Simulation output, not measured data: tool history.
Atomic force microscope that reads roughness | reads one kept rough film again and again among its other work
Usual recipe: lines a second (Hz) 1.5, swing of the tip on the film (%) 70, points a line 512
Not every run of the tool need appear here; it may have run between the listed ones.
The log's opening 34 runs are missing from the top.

run   hour  lines a second (Hz)  swing of the tip on the film (%)  points a line  roughness of the kept film (nm (root mean square))
 35  416.8                 0.82                                83            512                                               3.739
 36  428.9                  1.5                                68            512                                               3.781
 37  439.9                 3.03                                71            432                                               3.298
 38  448.3                 1.45                                89            512                                               3.178
 39  460.7                 1.45                                89            512                                               3.123
 40  476.3                 1.45                                78            506                                               3.303
 41    491                  1.5                                75            281                                               3.281
 42  509.2                 3.75                                77            857                                               2.687
 43    527                  1.5                                70            258                                               3.229
 44  538.5                  1.5                                70            258                                               3.195
 45  554.9                  1.5                                70            258                                               3.135
 46  572.3                  1.5                                70            258                                               3.062
     579.7  -- new tip fitted
 47  581.1                  3.9                                75            258                                               3.229
 48  592.3                 0.53                                67            265                                                4.18
 49    604                 2.08                                70            512                                               3.711
 50  611.9                 1.03                                72            660                                               3.901
 51  623.8                  1.5                                75            473                                                3.65
 52  640.8                 1.79                                80            775                                               3.336
 53  649.3                 0.63                                90            769                                               3.589

Branching from run 53: 3 alternative next runs. What would each branch give?
  A  659.7                 2.01                                57            384                                                   ?
  B  659.7                  1.9                                60            436                                                   ?
  C  659.7                  1.5                                60            290                                                   ?

run  roughness of the kept film (nm (root mean square))
  A                                               3.697
  B                                               3.662
  C                                               3.662
Stripped of hidden state, with their random variation kept, the same runs would have yielded:
run  roughness of the kept film (nm (root mean square))
  A                                               4.164
  B                                               4.122
  C                                               4.123
